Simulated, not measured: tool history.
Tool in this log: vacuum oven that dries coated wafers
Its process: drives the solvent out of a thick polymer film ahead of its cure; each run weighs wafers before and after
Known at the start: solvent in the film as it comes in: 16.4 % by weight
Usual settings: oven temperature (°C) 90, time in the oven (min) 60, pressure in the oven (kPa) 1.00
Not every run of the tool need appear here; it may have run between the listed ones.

Run 1, hour 0.0: usual settings. Result: solvent left in the film (%) 0.94.
Run 2, hour 16.2: usual settings but pressure in the oven (kPa) 2.89. Result: solvent left in the film (%) 1.77.
Run 3, hour 27.8: usual settings but pressure in the oven (kPa) 3.26. Result: solvent left in the film (%) 1.85.
Run 4, hour 40.6: usual settings but time in the oven (min) 81, pressure in the oven (kPa) 3.26. Result: solvent left in the film (%) 1.51.
Run 5, hour 54.1: usual settings but time in the oven (min) 81, pressure in the oven (kPa) 3.26. Result: solvent left in the film (%) 1.56.
Run 6, hour 62.7: usual settings but time in the oven (min) 81, pressure in the oven (kPa) 3.26. Result: solvent left in the film (%) 1.53.
Run 7, hour 78.3: usual settings but time in the oven (min) 81, pressure in the oven (kPa) 3.26. Result: solvent left in the film (%) 1.51.
Run 8, hour 92.5: usual settings but time in the oven (min) 81, pressure in the oven (kPa) 3.26. Result: solvent left in the film (%) 1.56.
Run 9, hour 102.8: usual settings but time in the oven (min) 44, pressure in the oven (kPa) 3.26. Result: solvent left in the film (%) 2.57.
Run 10, hour 118.7: usual settings but time in the oven (min) 62, pressure in the oven (kPa) 3.26. Result: solvent left in the film (%) 1.80.
Run 11, hour 126.4: usual settings. Result: solvent left in the film (%) 0.96.
Run 12, hour 134.7: usual settings. Result: solvent left in the film (%) 0.97.
Run 13, hour 142.6: usual settings but time in the oven (min) 61. Result: solvent left in the film (%) 0.95.
Run 14, hour 153.8: usual settings but time in the oven (min) 61. Result: solvent left in the film (%) 0.91.
Run 15, hour 161.2: usual settings but time in the oven (min) 61. Result: solvent left in the film (%) 0.89.
Run 16, hour 170.9: usual settings but oven temperature (°C) 98, time in the oven (min) 52, pressure in the oven (kPa) 1.43. Result: solvent left in the film (%) 0.53.
Run 17, hour 184.9: usual settings but oven temperature (°C) 78, time in the oven (min) 52, pressure in the oven (kPa) 0.88. Result: solvent left in the film (%) 4.77.
Run 18, hour 196.7: usual settings but oven temperature (°C) 88. Result: solvent left in the film (%) 1.28.
Run 19, hour 213.1: usual settings but oven temperature (°C) 88. Result: solvent left in the film (%) 1.34.
Run 20, hour 229.5: usual settings but oven temperature (°C) 88. Result: solvent left in the film (%) 1.24.
Run 21, hour 240.9: usual settings but oven temperature (°C) 89, time in the oven (min) 57, pressure in the oven (kPa) 0.54. Result: solvent left in the film (%) 1.02.
Run 22, hour 249.8: usual settings but oven temperature (°C) 89, time in the oven (min) 57, pressure in the oven (kPa) 0.54. Result: solvent left in the film (%) 1.00.
Run 23, hour 266.1: usual settings but oven temperature (°C) 89, time in the oven (min) 57, pressure in the oven (kPa) 0.54. Result: solvent left in the film (%) 1.01.
Run 24, hour 274.4: usual settings but oven temperature (°C) 100, time in the oven (min) 55, pressure in the oven (kPa) 0.54. Result: solvent left in the film (%) 0.23.
Run 25, hour 283.7: usual settings but oven temperature (°C) 87, time in the oven (min) 51, pressure in the oven (kPa) 2.20. Result: solvent left in the film (%) 2.46.
Run 26, hour 293.8: usual settings but oven temperature (°C) 84, time in the oven (min) 51, pressure in the oven (kPa) 2.20. Result: solvent left in the film (%) 3.31.
Run 27, hour 309.9: usual settings but oven temperature (°C) 98, time in the oven (min) 69, pressure in the oven (kPa) 0.50. Result: solvent left in the film (%) 0.26.
Run 28, hour 320.1: usual settings but oven temperature (°C) 98, time in the oven (min) 69, pressure in the oven (kPa) 0.50. Result: solvent left in the film (%) 0.16.

5 ways to go on from here, each from the tool as it stands after run 28. What would each give?
Run A, hour 333.8: usual settings but oven temperature (°C) 98, time in the oven (min) 42, pressure in the oven (kPa) 0.50. Result: solvent left in the film (%) ?.
Run B, hour 333.8: usual settings but oven temperature (°C) 97, pressure in the oven (kPa) 1.59. Result: solvent left in the film (%) ?.
Run C, hour 333.8: usual settings but oven temperature (°C) 103, time in the oven (min) 76, pressure in the oven (kPa) 0.51. Result: solvent left in the film (%) ?.
Run D, hour 333.8: usual settings but oven temperature (°C) 78, time in the oven (min) 92, pressure in the oven (kPa) 0.56. Result: solvent left in the film (%) ?.
Run E, hour 333.8: usual settings but oven temperature (°C) 85, time in the oven (min) 102, pressure in the oven (kPa) 1.55. Result: solvent left in the film (%) ?.

run  solvent left in the film (%)
  A                          0.34
  B                          0.57
  C                          0.10
  D                          2.20
  E                          1.11
The same runs, with their run-to-run variation unchanged, on a tool lacking any hidden condition would have given:
run  solvent left in the film (%)
  A                          0.34
  B                          0.57
  C                          0.10
  D                          2.19
  E                          1.10
